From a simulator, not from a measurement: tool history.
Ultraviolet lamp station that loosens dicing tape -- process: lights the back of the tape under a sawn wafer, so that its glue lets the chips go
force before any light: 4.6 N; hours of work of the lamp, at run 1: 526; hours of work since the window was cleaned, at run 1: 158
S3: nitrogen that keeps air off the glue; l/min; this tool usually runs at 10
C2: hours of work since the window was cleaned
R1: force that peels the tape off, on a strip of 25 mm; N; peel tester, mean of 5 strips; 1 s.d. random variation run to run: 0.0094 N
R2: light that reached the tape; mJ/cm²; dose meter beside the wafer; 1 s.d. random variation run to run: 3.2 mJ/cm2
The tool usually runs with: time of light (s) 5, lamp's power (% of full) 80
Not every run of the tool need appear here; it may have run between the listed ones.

Run 1, day 0.000: usual settings; hours of work of the lamp 526; C2 158. Result: R1 0.537 N, R2 405 mJ/cm².
Run 2, day 2.083: usual settings; hours of work of the lamp 565; C2 198. Result: R1 0.585 N, R2 394 mJ/cm².
Run 3, day 3.396: usual settings but S3 17 l/min; hours of work of the lamp 590; C2 223. Result: R1 0.449 N, R2 392 mJ/cm².
Run 4, day 5.738: usual settings but time of light (s) 8; hours of work of the lamp 635; C2 267. Result: R1 0.256 N, R2 603 mJ/cm².
Run 5, day 7.346: usual settings; hours of work of the lamp 665; C2 298. Result: R1 0.669 N, R2 380 mJ/cm².
Run 6, day 9.146: usual settings but S3 14 l/min; hours of work of the lamp 699; C2 332. Result: R1 0.565 N, R2 370 mJ/cm².
At day 10.783: window cleaned of glue's vapour.
Run 7, day 11.638: usual settings but S3 5 l/min; hours of work of the lamp 746; C2 16. Result: R1 0.883 N, R2 403 mJ/cm².
Run 8, day 13.662: usual settings but S3 5 l/min; hours of work of the lamp 785; C2 55. Result: R1 0.892 N, R2 394 mJ/cm².
Run 9, day 16.142: usual settings but time of light (s) 3; hours of work of the lamp 831; C2 102. Result: R1 1.343 N, R2 228 mJ/cm².
Run 10, day 17.938: usual settings; hours of work of the lamp 866; C2 136. Result: R1 0.679 N, R2 375 mJ/cm².
Run 11, day 20.329: usual settings but S3 5 l/min; hours of work of the lamp 911; C2 181. Result: R1 1.023 N, R2 361 mJ/cm².
Run 12, day 22.738: usual settings but S3 5 l/min; hours of work of the lamp 957; C2 227. Result: R1 1.079 N, R2 356 mJ/cm².
Run 13, day 25.179: usual settings but S3 5 l/min; hours of work of the lamp 1003; C2 273. Result: R1 1.087 N, R2 336 mJ/cm².
Run 14, day 26.838: usual settings but S3 5 l/min; hours of work of the lamp 1034; C2 304. Result: R1 1.115 N, R2 333 mJ/cm².
Run 15, day 28.154: usual settings but S3 5 l/min; hours of work of the lamp 1059; C2 329. Result: R1 1.188 N, R2 327 mJ/cm².
At day 29.917: window cleaned of glue's vapour.
Run 16, day 29.917: usual settings but S3 3 l/min; hours of work of the lamp 1092; C2 0. Result: R1 1.329 N, R2 365 mJ/cm².
Run 17, day 32.021: usual settings but time of light (s) 9, lamp's power (% of full) 79, S3 6 l/min; hours of work of the lamp 1132; C2 40. Result: R1 0.344 N, R2 633 mJ/cm².
Run 18, day 33.104: usual settings but time of light (s) 9, lamp's power (% of full) 79, S3 6 l/min; hours of work of the lamp 1153; C2 60. Result: R1 0.351 N, R2 613 mJ/cm².
Run 19, day 34.329: usual settings but time of light (s) 9, lamp's power (% of full) 93, S3 18 l/min; hours of work of the lamp 1176; C2 84. Result: R1 0.161 N, R2 725 mJ/cm².
Run 20, day 35.475: usual settings but time of light (s) 6, lamp's power (% of full) 69, S3 18 l/min; hours of work of the lamp 1198; C2 105. Result: R1 0.524 N, R2 353 mJ/cm².
Run 21, day 37.683: usual settings but lamp's power (% of full) 75, S3 9 l/min; hours of work of the lamp 1239; C2 147. Result: R1 0.961 N, R2 307 mJ/cm².

5 options for the next run, each taken on its own from the tool as it stands now. Forecast them:
Run A, day 39.812: usual settings but time of light (s) 2, lamp's power (% of full) 65, S3 7 l/min; hours of work of the lamp 1280; C2 188. Result: R1 ?, R2 ?.
Run B, day 39.812: usual settings but time of light (s) 10, S3 4 l/min; hours of work of the lamp 1280; C2 188. Result: R1 ?, R2 ?.
Run C, day 39.812: usual settings but time of light (s) 10, lamp's power (% of full) 97; hours of work of the lamp 1280; C2 188. Result: R1 ?, R2 ?.
Run D, day 39.812: usual settings but time of light (s) 2, lamp's power (% of full) 75, S3 9 l/min; hours of work of the lamp 1280; C2 188. Result: R1 ?, R2 ?.
Run E, day 39.812: usual settings but time of light (s) 9, lamp's power (% of full) 72; hours of work of the lamp 1280; C2 188. Result: R1 ?, R2 ?.

run     R1   R2
  A  2.751  104
  B  0.459  647
  C  0.176  781
  D  2.393  122
  E  0.346  520
What these runs would have given with no unlogged condition in the tool:
run     R1    R2
  A  2.110   159
  B  0.211   990
  C  0.126  1196
  D  1.717   187
  E  0.167   796
